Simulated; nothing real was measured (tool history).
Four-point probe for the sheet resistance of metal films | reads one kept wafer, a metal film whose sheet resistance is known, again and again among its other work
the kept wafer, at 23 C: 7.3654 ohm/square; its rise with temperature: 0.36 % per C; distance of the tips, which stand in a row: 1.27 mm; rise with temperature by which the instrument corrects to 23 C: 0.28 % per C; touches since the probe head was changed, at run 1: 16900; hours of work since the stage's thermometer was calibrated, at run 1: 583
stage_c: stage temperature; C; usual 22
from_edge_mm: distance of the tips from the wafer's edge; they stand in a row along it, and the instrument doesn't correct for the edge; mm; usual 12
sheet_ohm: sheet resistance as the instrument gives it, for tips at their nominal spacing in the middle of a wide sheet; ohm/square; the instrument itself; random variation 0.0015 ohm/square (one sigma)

run	hour	stage_c	from_edge_mm	touches since the probe head was changed	hours of work since the stage's thermometer was calibrated	sheet_ohm
1	0	22	12	16900	583	7.412421
2	63.6	22	12	19287	623	7.41191
3	99.6	22	74	20642	645	7.367229
4	157.7	28	74	22823	681	7.403806
5	205.2	25	12	24604	711	7.424947
6	266.1	25	12	26893	749	7.425189
# hour 273: stage's thermometer calibrated
7	298.5	25	12	28092	16	7.41899
8	364.7	19	26	30575	57	7.344988
9	400.4	23	59	31916	80	7.362581
# hour 442.3: stage's thermometer calibrated, once more
10	455.5	22	64	33967	8	7.364049
11	516.6	30	18	36263	46	7.425909
12	554.7	30	18	37690	70	7.429834
13	610.1	24	12	39771	105	7.410662

5 ways to go on from here, each from the tool as it stands after run 13. What would each give?
A	641.4	26	21	40947	124	?
B	641.4	20	12	40947	124	?
C	641.4	35	43	40947	124	?
D	641.4	24	12	40947	124	?
E	641.4	33	12	40947	124	?

run	sheet_ohm
A	7.394242
B	7.386797
C	7.441564
D	7.410813
E	7.46826
Without the tool's hidden state the same runs would have given:
run	sheet_ohm
A	7.398357
B	7.390937
C	7.445662
D	7.414947
E	7.47238
